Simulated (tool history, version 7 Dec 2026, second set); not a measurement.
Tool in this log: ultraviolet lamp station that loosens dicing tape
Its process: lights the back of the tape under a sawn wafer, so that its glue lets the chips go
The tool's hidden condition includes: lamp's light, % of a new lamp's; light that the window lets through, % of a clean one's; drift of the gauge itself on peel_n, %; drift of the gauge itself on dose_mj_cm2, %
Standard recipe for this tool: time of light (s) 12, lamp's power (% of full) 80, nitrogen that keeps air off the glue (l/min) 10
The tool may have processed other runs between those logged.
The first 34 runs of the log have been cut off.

run	day	time of light (s)	lamp's power (% of full)	nitrogen that keeps air off the glue (l/min)	hours of work of the lamp	hours of work since the window was cleaned	force that peels the tape off (N)	light that reached the tape (mJ/cm2)
35	29.800	12	80	6	840	268	2.264	442
36	30.688	12	80	6	852	280	2.311	438
37	31.475	12	80	6	862	290	2.379	433
38	32.088	12	92	6	870	298	1.952	505
39	33.012	12	92	6	882	310	1.924	497
40	33.521	12	92	11	889	317	1.276	492
41	34.462	9	80	5	901	329	3.611	325
42	34.979	18	80	19	908	336	0.480	636
43	35.675	9	80	10	917	345	2.829	313
44	36.396	9	80	10	927	355	2.724	315

Alternative continuations, all from the tool just after run 44; predict every row:
A	37.571	22	78	4	942	370	?	?
B	37.571	17	67	9	942	370	?	?
C	37.571	9	64	10	942	370	?	?

run	force that peels the tape off (N)	light that reached the tape (mJ/cm2)
A	1.284	754
B	1.463	504
C	3.528	257
With no hidden state in the tool, these same runs would have given:
run	force that peels the tape off (N)	light that reached the tape (mJ/cm2)
A	0.763	969
B	0.886	647
C	2.635	330
